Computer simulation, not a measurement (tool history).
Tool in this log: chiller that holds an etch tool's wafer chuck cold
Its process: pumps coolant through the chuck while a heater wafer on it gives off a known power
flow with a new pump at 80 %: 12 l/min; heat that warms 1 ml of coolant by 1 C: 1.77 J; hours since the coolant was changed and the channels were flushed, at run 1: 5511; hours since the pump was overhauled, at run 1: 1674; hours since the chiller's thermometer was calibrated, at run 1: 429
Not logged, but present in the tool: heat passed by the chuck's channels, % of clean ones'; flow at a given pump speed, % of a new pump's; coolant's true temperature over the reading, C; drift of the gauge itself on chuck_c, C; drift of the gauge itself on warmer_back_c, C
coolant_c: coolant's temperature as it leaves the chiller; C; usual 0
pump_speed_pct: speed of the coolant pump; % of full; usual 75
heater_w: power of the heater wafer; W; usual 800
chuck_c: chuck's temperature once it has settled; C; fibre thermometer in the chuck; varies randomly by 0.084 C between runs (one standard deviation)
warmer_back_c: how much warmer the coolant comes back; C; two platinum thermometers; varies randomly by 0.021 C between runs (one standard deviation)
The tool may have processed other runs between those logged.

| run | hour | coolant_c | pump_speed_pct | heater_w | hours since the coolant was changed and the channels were flushed | hours since the pump was overhauled | hours since the chiller's thermometer was calibrated | chuck_c | warmer_back_c |
|---|---|---|---|---|---|---|---|---|---|
| 1 | 0.0 | 0 | 75 | 800 | 5511 | 1674 | 429 | 6.69 | 2.49 |
| 2 | 63.3 | 0 | 75 | 800 | 5574 | 1738 | 492 | 6.80 | 2.52 |
| 3 | 95.2 | 0 | 75 | 800 | 5606 | 1770 | 524 | 6.72 | 2.49 |
| 4 | 151.5 | 0 | 75 | 676 | 5663 | 1826 | 580 | 5.70 | 2.10 |
| 5 | 183.2 | 0 | 75 | 676 | 5694 | 1858 | 612 | 5.78 | 2.13 |
| 6 | 236.2 | 0 | 75 | 676 | 5747 | 1911 | 665 | 5.73 | 2.08 |
| 7 | 270.5 | 0 | 75 | 676 | 5782 | 1945 | 699 | 5.74 | 2.12 |
| 8 | 319.3 | 0 | 78 | 800 | 5830 | 1994 | 748 | 6.62 | 2.43 |
| 9 | 373.6 | 0 | 78 | 800 | 5885 | 2048 | 802 | 6.54 | 2.40 |
| 10 | 440.4 | 0 | 75 | 800 | 5952 | 2115 | 869 | 6.93 | 2.47 |
| 11 | 467.5 | 3 | 75 | 800 | 5979 | 2142 | 896 | 9.75 | 2.46 |
| 12 | 518.7 | 3 | 62 | 800 | 6030 | 2193 | 947 | 10.89 | 3.11 |
| 13 | 568.0 | 3 | 62 | 696 | 6079 | 2242 | 997 | 9.82 | 2.71 |
| 14 | 596.4 | 3 | 62 | 696 | 6107 | 2271 | 1025 | 9.77 | 2.68 |
| 15 | 624.2 | 0 | 75 | 800 | 6135 | 2299 | 1053 | 6.93 | 2.51 |
| 16 | 671.6 | 0 | 79 | 800 | 6183 | 2346 | 1100 | 6.47 | 2.35 |
| 17 | 718.5 | 0 | 65 | 800 | 6230 | 2393 | 1147 | 7.84 | 2.96 |

Predict the results of run 18:
| 18 | 758.9 | -2 | 94 | 595 | 6270 | 2433 | 1188 | ? | ? |

Logged for run 18: chuck_c 2.37 C, warmer_back_c 1.50 C.
Minus the tool's unlogged condition, the same run would have read chuck_c 1.67 C, warmer_back_c 1.44 C.
